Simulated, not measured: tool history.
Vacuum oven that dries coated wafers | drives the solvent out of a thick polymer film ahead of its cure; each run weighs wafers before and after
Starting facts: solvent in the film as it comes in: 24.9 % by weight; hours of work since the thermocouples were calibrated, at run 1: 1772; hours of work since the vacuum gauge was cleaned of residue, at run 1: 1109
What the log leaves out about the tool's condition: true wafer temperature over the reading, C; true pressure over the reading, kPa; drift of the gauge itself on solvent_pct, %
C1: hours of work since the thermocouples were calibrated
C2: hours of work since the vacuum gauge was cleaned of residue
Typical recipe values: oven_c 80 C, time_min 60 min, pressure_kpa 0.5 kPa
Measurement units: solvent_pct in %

run 1 hour=0 | oven_c=80 time_min=60 pressure_kpa=0.5 | C1=1772 C2=1109 | solvent_pct=3.1
run 2 hour=33.9 | oven_c=80 time_min=60 pressure_kpa=0.5 | C1=1789 C2=1126 | solvent_pct=3.22
-- hour=52.6 oven's thermocouples calibrated
run 3 hour=100.1 | oven_c=80 time_min=60 pressure_kpa=0.5 | C1=23 C2=1157 | solvent_pct=3.6
run 4 hour=148.7 | oven_c=80 time_min=60 pressure_kpa=0.5 | C1=47 C2=1181 | solvent_pct=3.56
run 5 hour=219.7 | oven_c=80 time_min=60 pressure_kpa=0.5 | C1=82 C2=1216 | solvent_pct=3.64
run 6 hour=287.5 | oven_c=80 time_min=60 pressure_kpa=0.425 | C1=115 C2=1249 | solvent_pct=3.55
run 7 hour=325.9 | oven_c=80 time_min=40 pressure_kpa=0.5 | C1=134 C2=1268 | solvent_pct=6.23
run 8 hour=396.3 | oven_c=80 time_min=44 pressure_kpa=0.5 | C1=168 C2=1302 | solvent_pct=5.43
run 9 hour=461.2 | oven_c=80 time_min=60 pressure_kpa=0.5 | C1=200 C2=1334 | solvent_pct=3.55
run 10 hour=502.6 | oven_c=80 time_min=60 pressure_kpa=0.5 | C1=220 C2=1354 | solvent_pct=3.57
run 11 hour=540.5 | oven_c=90 time_min=71 pressure_kpa=0.985 | C1=239 C2=1373 | solvent_pct=1.21
run 12 hour=605.5 | oven_c=80 time_min=78 pressure_kpa=1.665 | C1=271 C2=1405 | solvent_pct=2.92
run 13 hour=648.8 | oven_c=77 time_min=45 pressure_kpa=0.848 | C1=292 C2=1426 | solvent_pct=6.54
run 14 hour=711.4 | oven_c=77 time_min=45 pressure_kpa=0.848 | C1=323 C2=1457 | solvent_pct=6.58
run 15 hour=775.2 | oven_c=77 time_min=45 pressure_kpa=0.848 | C1=354 C2=1488 | solvent_pct=6.55
run 16 hour=843.2 | oven_c=77 time_min=45 pressure_kpa=0.848 | C1=387 C2=1521 | solvent_pct=6.47
run 17 hour=892.1 | oven_c=79 time_min=31 pressure_kpa=0.301 | C1=411 C2=1545 | solvent_pct=8.28
run 18 hour=958.1 | oven_c=79 time_min=31 pressure_kpa=0.301 | C1=443 C2=1577 | solvent_pct=8.21
run 19 hour=995 | oven_c=67 time_min=60 pressure_kpa=0.705 | C1=461 C2=1595 | solvent_pct=7.95

Predict each of these 3 candidate next runs independently; none follows another, all start after run 19:
run A hour=1048.6 | oven_c=77 time_min=49 pressure_kpa=0.337 | C1=488 C2=1622 | solvent_pct=?
run B hour=1048.6 | oven_c=67 time_min=104 pressure_kpa=0.959 | C1=488 C2=1622 | solvent_pct=?
run C hour=1048.6 | oven_c=80 time_min=60 pressure_kpa=0.283 | C1=488 C2=1622 | solvent_pct=?

run=A solvent_pct=5.73
run=B solvent_pct=4.63
run=C solvent_pct=3.49
With the hidden condition removed and each run's random variation left untouched, the same runs would have given:
run=A solvent_pct=5.5
run=B solvent_pct=4.21
run=C solvent_pct=3.25
